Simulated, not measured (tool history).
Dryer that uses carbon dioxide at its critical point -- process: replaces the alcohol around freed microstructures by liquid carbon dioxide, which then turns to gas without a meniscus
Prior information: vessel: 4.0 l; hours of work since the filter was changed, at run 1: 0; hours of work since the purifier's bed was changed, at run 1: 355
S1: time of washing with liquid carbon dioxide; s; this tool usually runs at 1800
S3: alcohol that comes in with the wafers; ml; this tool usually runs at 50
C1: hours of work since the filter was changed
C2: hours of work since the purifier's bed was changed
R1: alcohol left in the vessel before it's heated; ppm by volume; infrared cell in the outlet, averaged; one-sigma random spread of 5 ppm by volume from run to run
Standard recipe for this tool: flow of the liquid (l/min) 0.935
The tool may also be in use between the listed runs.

run 1 hour=0.0 | S1=1800 flow_of_the_liquid_(l/min)=0.935 S3=50 | C1=0 C2=355 | R1=76
run 2 hour=18.9 | S1=2460 flow_of_the_liquid_(l/min)=0.935 S3=50 | C1=8 C2=363 | R1=44
run 3 hour=37.2 | S1=2460 flow_of_the_liquid_(l/min)=0.935 S3=50 | C1=16 C2=371 | R1=48
run 4 hour=67.3 | S1=2460 flow_of_the_liquid_(l/min)=0.935 S3=50 | C1=30 C2=385 | R1=37
run 5 hour=100.5 | S1=2460 flow_of_the_liquid_(l/min)=0.935 S3=50 | C1=44 C2=399 | R1=41
run 6 hour=122.2 | S1=2460 flow_of_the_liquid_(l/min)=0.935 S3=50 | C1=54 C2=409 | R1=49
run 7 hour=140.1 | S1=1140 flow_of_the_liquid_(l/min)=0.935 S3=50 | C1=61 C2=416 | R1=348
run 8 hour=157.8 | S1=1140 flow_of_the_liquid_(l/min)=0.935 S3=50 | C1=69 C2=424 | R1=360
run 9 hour=174.8 | S1=1800 flow_of_the_liquid_(l/min)=0.711 S3=50 | C1=77 C2=432 | R1=209
run 10 hour=204.4 | S1=1800 flow_of_the_liquid_(l/min)=0.935 S3=50 | C1=90 C2=445 | R1=87
run 11 hour=223.8 | S1=1800 flow_of_the_liquid_(l/min)=0.935 S3=22 | C1=98 C2=453 | R1=56
run 12 hour=256.6 | S1=1800 flow_of_the_liquid_(l/min)=0.935 S3=22 | C1=113 C2=468 | R1=60
run 13 hour=276.8 | S1=1800 flow_of_the_liquid_(l/min)=0.935 S3=56 | C1=121 C2=476 | R1=99
run 14 hour=309.7 | S1=1800 flow_of_the_liquid_(l/min)=0.935 S3=84 | C1=136 C2=491 | R1=119
run 15 hour=336.1 | S1=1800 flow_of_the_liquid_(l/min)=0.935 S3=84 | C1=147 C2=502 | R1=122
run 16 hour=364.8 | S1=1800 flow_of_the_liquid_(l/min)=0.935 S3=84 | C1=160 C2=515 | R1=131
run 17 hour=399.5 | S1=1740 flow_of_the_liquid_(l/min)=0.935 S3=84 | C1=175 C2=530 | R1=141
run 18 hour=436.0 | S1=1800 flow_of_the_liquid_(l/min)=0.991 S3=50 | C1=191 C2=546 | R1=87
run 19 hour=458.1 | S1=1800 flow_of_the_liquid_(l/min)=0.935 S3=50 | C1=201 C2=556 | R1=106
run 20 hour=493.0 | S1=1800 flow_of_the_liquid_(l/min)=0.935 S3=50 | C1=216 C2=571 | R1=112
run 21 hour=527.3 | S1=1800 flow_of_the_liquid_(l/min)=0.935 S3=24 | C1=231 C2=586 | R1=73
run 22 hour=557.9 | S1=1620 flow_of_the_liquid_(l/min)=0.935 S3=50 | C1=245 C2=600 | R1=148
run 23 hour=577.1 | S1=1620 flow_of_the_liquid_(l/min)=0.935 S3=50 | C1=253 C2=608 | R1=146
run 24 hour=593.9 | S1=1620 flow_of_the_liquid_(l/min)=0.935 S3=50 | C1=260 C2=615 | R1=150
run 25 hour=612.8 | S1=1620 flow_of_the_liquid_(l/min)=0.935 S3=50 | C1=269 C2=624 | R1=156
run 26 hour=643.3 | S1=1800 flow_of_the_liquid_(l/min)=1.085 S3=47 | C1=282 C2=637 | R1=83
run 27 hour=673.7 | S1=1740 flow_of_the_liquid_(l/min)=0.661 S3=43 | C1=295 C2=650 | R1=356
run 28 hour=709.8 | S1=2760 flow_of_the_liquid_(l/min)=0.685 S3=43 | C1=311 C2=666 | R1=87
run 29 hour=736.5 | S1=2760 flow_of_the_liquid_(l/min)=0.685 S3=43 | C1=323 C2=678 | R1=93
run 30 hour=761.5 | S1=1440 flow_of_the_liquid_(l/min)=0.676 S3=62 | C1=334 C2=689 | R1=834
run 31 hour=785.2 | S1=1320 flow_of_the_liquid_(l/min)=1.390 S3=24 | C1=344 C2=699 | R1=76
run 32 hour=818.0 | S1=2280 flow_of_the_liquid_(l/min)=1.390 S3=46 | C1=359 C2=714 | R1=70
run 33 hour=842.1 | S1=2280 flow_of_the_liquid_(l/min)=1.380 S3=68 | C1=369 C2=724 | R1=65
run 34 hour=874.8 | S1=1140 flow_of_the_liquid_(l/min)=0.935 S3=50 | C1=384 C2=739 | R1=520
run 35 hour=891.2 | S1=1800 flow_of_the_liquid_(l/min)=0.688 S3=50 | C1=391 C2=746 | R1=365
run 36 hour=915.0 | S1=1800 flow_of_the_liquid_(l/min)=0.688 S3=50 | C1=401 C2=756 | R1=367
run 37 hour=943.3 | S1=2220 flow_of_the_liquid_(l/min)=1.510 S3=112 | C1=414 C2=769 | R1=81
run 38 hour=968.7 | S1=2220 flow_of_the_liquid_(l/min)=1.510 S3=112 | C1=425 C2=780 | R1=72
run 39 hour=986.3 | S1=2220 flow_of_the_liquid_(l/min)=1.510 S3=112 | C1=433 C2=788 | R1=73
run 40 hour=1003.1 | S1=2400 flow_of_the_liquid_(l/min)=1.172 S3=79 | C1=440 C2=795 | R1=80
run 41 hour=1019.2 | S1=1800 flow_of_the_liquid_(l/min)=0.625 S3=38 | C1=447 C2=802 | R1=416
run 42 hour=1045.0 | S1=1800 flow_of_the_liquid_(l/min)=1.321 S3=38 | C1=458 C2=813 | R1=75
run 43 hour=1077.7 | S1=2220 flow_of_the_liquid_(l/min)=0.599 S3=43 | C1=473 C2=828 | R1=287
run 44 hour=1112.9 | S1=1860 flow_of_the_liquid_(l/min)=0.599 S3=76 | C1=488 C2=843 | R1=843
run 45 hour=1135.9 | S1=1860 flow_of_the_liquid_(l/min)=0.599 S3=76 | C1=498 C2=853 | R1=845
run 46 hour=1154.0 | S1=1800 flow_of_the_liquid_(l/min)=0.644 S3=50 | C1=506 C2=861 | R1=519
run 47 hour=1186.8 | S1=1200 flow_of_the_liquid_(l/min)=1.461 S3=95 | C1=520 C2=875 | R1=186
run 48 hour=1221.5 | S1=2280 flow_of_the_liquid_(l/min)=1.543 S3=51 | C1=536 C2=891 | R1=82

3 ways to go on from here, each from the tool as it stands after run 48. What would each give?
run A hour=1243.6 | S1=2520 flow_of_the_liquid_(l/min)=0.636 S3=77 | C1=545 C2=900 | R1=?
run B hour=1243.6 | S1=2700 flow_of_the_liquid_(l/min)=1.543 S3=51 | C1=545 C2=900 | R1=?
run C hour=1243.6 | S1=2160 flow_of_the_liquid_(l/min)=0.935 S3=50 | C1=545 C2=900 | R1=?

run=A R1=281
run=B R1=79
run=C R1=111
Without the tool's unlogged condition, the same runs would have read:
run=A R1=85
run=B R1=1
run=C R1=10
